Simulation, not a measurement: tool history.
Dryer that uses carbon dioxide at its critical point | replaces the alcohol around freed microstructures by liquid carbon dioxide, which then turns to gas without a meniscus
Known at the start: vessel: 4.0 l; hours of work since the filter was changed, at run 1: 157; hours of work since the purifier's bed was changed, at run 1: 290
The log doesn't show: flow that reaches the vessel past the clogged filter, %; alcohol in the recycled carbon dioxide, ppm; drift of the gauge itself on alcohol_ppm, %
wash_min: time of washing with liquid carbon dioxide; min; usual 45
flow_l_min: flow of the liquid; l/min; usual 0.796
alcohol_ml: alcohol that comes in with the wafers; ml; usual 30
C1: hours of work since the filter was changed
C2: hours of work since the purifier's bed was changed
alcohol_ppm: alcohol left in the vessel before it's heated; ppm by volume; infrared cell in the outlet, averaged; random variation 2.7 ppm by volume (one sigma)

{"run": 1, "hour": 0.0, "wash_min": 45, "flow_l_min": 0.796, "alcohol_ml": 30, "C1": 157, "C2": 290, "alcohol_ppm": 19}
{"run": 2, "hour": 37.6, "wash_min": 45, "flow_l_min": 0.796, "alcohol_ml": 30, "C1": 176, "C2": 308, "alcohol_ppm": 29}
{"run": 3, "hour": 73.6, "wash_min": 45, "flow_l_min": 0.796, "alcohol_ml": 30, "C1": 193, "C2": 326, "alcohol_ppm": 28}
{"run": 4, "hour": 103.6, "wash_min": 45, "flow_l_min": 0.796, "alcohol_ml": 83, "C1": 208, "C2": 340, "alcohol_ppm": 39}
{"run": 5, "hour": 137.7, "wash_min": 65, "flow_l_min": 0.796, "alcohol_ml": 30, "C1": 225, "C2": 357, "alcohol_ppm": 22}
{"run": 6, "hour": 195.7, "wash_min": 38, "flow_l_min": 0.796, "alcohol_ml": 30, "C1": 253, "C2": 385, "alcohol_ppm": 45}
{"hour": 201.6, "done": "inlet filter changed"}
{"run": 7, "hour": 241.9, "wash_min": 38, "flow_l_min": 0.796, "alcohol_ml": 30, "C1": 20, "C2": 407, "alcohol_ppm": 33}
{"run": 8, "hour": 296.9, "wash_min": 38, "flow_l_min": 0.796, "alcohol_ml": 30, "C1": 47, "C2": 434, "alcohol_ppm": 42}
{"run": 9, "hour": 359.4, "wash_min": 38, "flow_l_min": 0.796, "alcohol_ml": 30, "C1": 77, "C2": 465, "alcohol_ppm": 40}
{"run": 10, "hour": 397.5, "wash_min": 38, "flow_l_min": 0.796, "alcohol_ml": 30, "C1": 96, "C2": 483, "alcohol_ppm": 44}
{"run": 11, "hour": 467.9, "wash_min": 38, "flow_l_min": 0.796, "alcohol_ml": 30, "C1": 130, "C2": 517, "alcohol_ppm": 47}
{"run": 12, "hour": 505.0, "wash_min": 32, "flow_l_min": 0.796, "alcohol_ml": 30, "C1": 148, "C2": 536, "alcohol_ppm": 72}
{"run": 13, "hour": 571.5, "wash_min": 32, "flow_l_min": 0.796, "alcohol_ml": 30, "C1": 181, "C2": 568, "alcohol_ppm": 77}
{"run": 14, "hour": 603.9, "wash_min": 32, "flow_l_min": 0.796, "alcohol_ml": 30, "C1": 196, "C2": 584, "alcohol_ppm": 82}
{"run": 15, "hour": 674.0, "wash_min": 32, "flow_l_min": 0.796, "alcohol_ml": 30, "C1": 231, "C2": 618, "alcohol_ppm": 87}
{"hour": 726.6, "done": "inlet filter changed"}
{"run": 16, "hour": 740.1, "wash_min": 32, "flow_l_min": 0.796, "alcohol_ml": 20, "C1": 7, "C2": 650, "alcohol_ppm": 57}
{"run": 17, "hour": 786.1, "wash_min": 45, "flow_l_min": 0.796, "alcohol_ml": 30, "C1": 29, "C2": 672, "alcohol_ppm": 43}
{"run": 18, "hour": 842.3, "wash_min": 45, "flow_l_min": 0.796, "alcohol_ml": 30, "C1": 56, "C2": 700, "alcohol_ppm": 39}
{"run": 19, "hour": 906.2, "wash_min": 45, "flow_l_min": 1.211, "alcohol_ml": 30, "C1": 88, "C2": 731, "alcohol_ppm": 37}
{"run": 20, "hour": 963.1, "wash_min": 45, "flow_l_min": 1.211, "alcohol_ml": 30, "C1": 115, "C2": 759, "alcohol_ppm": 42}
{"run": 21, "hour": 1030.6, "wash_min": 45, "flow_l_min": 0.796, "alcohol_ml": 30, "C1": 148, "C2": 792, "alcohol_ppm": 55}
{"run": 22, "hour": 1066.5, "wash_min": 45, "flow_l_min": 0.796, "alcohol_ml": 41, "C1": 166, "C2": 809, "alcohol_ppm": 51}
{"run": 23, "hour": 1124.5, "wash_min": 45, "flow_l_min": 0.796, "alcohol_ml": 41, "C1": 194, "C2": 837, "alcohol_ppm": 52}
{"run": 24, "hour": 1165.6, "wash_min": 45, "flow_l_min": 0.796, "alcohol_ml": 41, "C1": 214, "C2": 857, "alcohol_ppm": 62}
{"run": 25, "hour": 1213.1, "wash_min": 45, "flow_l_min": 0.796, "alcohol_ml": 94, "C1": 237, "C2": 881, "alcohol_ppm": 71}
{"hour": 1250.2, "done": "inlet filter changed"}
{"run": 26, "hour": 1268.7, "wash_min": 32, "flow_l_min": 0.651, "alcohol_ml": 62, "C1": 9, "C2": 907, "alcohol_ppm": 226}
{"run": 27, "hour": 1337.0, "wash_min": 36, "flow_l_min": 0.478, "alcohol_ml": 28, "C1": 42, "C2": 941, "alcohol_ppm": 230}
{"run": 28, "hour": 1381.7, "wash_min": 44, "flow_l_min": 0.796, "alcohol_ml": 103, "C1": 64, "C2": 962, "alcohol_ppm": 65}
{"run": 29, "hour": 1418.4, "wash_min": 36, "flow_l_min": 0.796, "alcohol_ml": 115, "C1": 82, "C2": 980, "alcohol_ppm": 124}
{"run": 30, "hour": 1476.4, "wash_min": 45, "flow_l_min": 1.017, "alcohol_ml": 51, "C1": 110, "C2": 1009, "alcohol_ppm": 50}
{"run": 31, "hour": 1528.4, "wash_min": 60, "flow_l_min": 0.59, "alcohol_ml": 52, "C1": 136, "C2": 1034, "alcohol_ppm": 64}
{"run": 32, "hour": 1567.0, "wash_min": 52, "flow_l_min": 0.83, "alcohol_ml": 41, "C1": 155, "C2": 1053, "alcohol_ppm": 57}
{"run": 33, "hour": 1637.0, "wash_min": 52, "flow_l_min": 0.83, "alcohol_ml": 41, "C1": 189, "C2": 1087, "alcohol_ppm": 59}
{"run": 34, "hour": 1702.2, "wash_min": 39, "flow_l_min": 0.756, "alcohol_ml": 78, "C1": 221, "C2": 1119, "alcohol_ppm": 115}
{"run": 35, "hour": 1736.1, "wash_min": 62, "flow_l_min": 1.321, "alcohol_ml": 22, "C1": 237, "C2": 1135, "alcohol_ppm": 62}
{"hour": 1773.7, "done": "inlet filter changed"}
{"run": 36, "hour": 1773.9, "wash_min": 37, "flow_l_min": 0.899, "alcohol_ml": 119, "C1": 0, "C2": 1153, "alcohol_ppm": 86}
{"run": 37, "hour": 1810.2, "wash_min": 59, "flow_l_min": 1.119, "alcohol_ml": 30, "C1": 18, "C2": 1171, "alcohol_ppm": 60}
{"run": 38, "hour": 1858.9, "wash_min": 71, "flow_l_min": 0.552, "alcohol_ml": 115, "C1": 42, "C2": 1195, "alcohol_ppm": 70}
{"run": 39, "hour": 1931.9, "wash_min": 44, "flow_l_min": 0.552, "alcohol_ml": 41, "C1": 77, "C2": 1230, "alcohol_ppm": 132}
{"hour": 1990.6, "done": "purifier's bed changed"}
{"run": 40, "hour": 2006.2, "wash_min": 48, "flow_l_min": 1.023, "alcohol_ml": 24, "C1": 112, "C2": 8, "alcohol_ppm": 3}
{"run": 41, "hour": 2047.3, "wash_min": 45, "flow_l_min": 0.796, "alcohol_ml": 43, "C1": 132, "C2": 28, "alcohol_ppm": 15}
{"run": 42, "hour": 2114.8, "wash_min": 45, "flow_l_min": 0.796, "alcohol_ml": 43, "C1": 165, "C2": 61, "alcohol_ppm": 20}
{"run": 43, "hour": 2181.1, "wash_min": 33, "flow_l_min": 0.555, "alcohol_ml": 26, "C1": 197, "C2": 93, "alcohol_ppm": 182}
{"run": 44, "hour": 2225.4, "wash_min": 35, "flow_l_min": 0.591, "alcohol_ml": 35, "C1": 219, "C2": 115, "alcohol_ppm": 159}
{"run": 45, "hour": 2272.7, "wash_min": 35, "flow_l_min": 0.591, "alcohol_ml": 35, "C1": 242, "C2": 138, "alcohol_ppm": 165}
{"hour": 2301.2, "done": "inlet filter changed"}
{"run": 46, "hour": 2318.1, "wash_min": 30, "flow_l_min": 0.886, "alcohol_ml": 35, "C1": 8, "C2": 159, "alcohol_ppm": 42}

3 ways to go on from here, each from the tool as it stands after run 46. What would each give?
{"run": "A", "hour": 2353.9, "wash_min": 30, "flow_l_min": 0.515, "alcohol_ml": 54, "C1": 26, "C2": 177, "alcohol_ppm": "?"}
{"run": "B", "hour": 2353.9, "wash_min": 30, "flow_l_min": 0.582, "alcohol_ml": 29, "C1": 26, "C2": 177, "alcohol_ppm": "?"}
{"run": "C", "hour": 2353.9, "wash_min": 45, "flow_l_min": 0.884, "alcohol_ml": 30, "C1": 26, "C2": 177, "alcohol_ppm": "?"}

run=A alcohol_ppm=515
run=B alcohol_ppm=190
run=C alcohol_ppm=21
Without the tool's hidden state the same runs would have given:
run=A alcohol_ppm=477
run=B alcohol_ppm=170
run=C alcohol_ppm=13
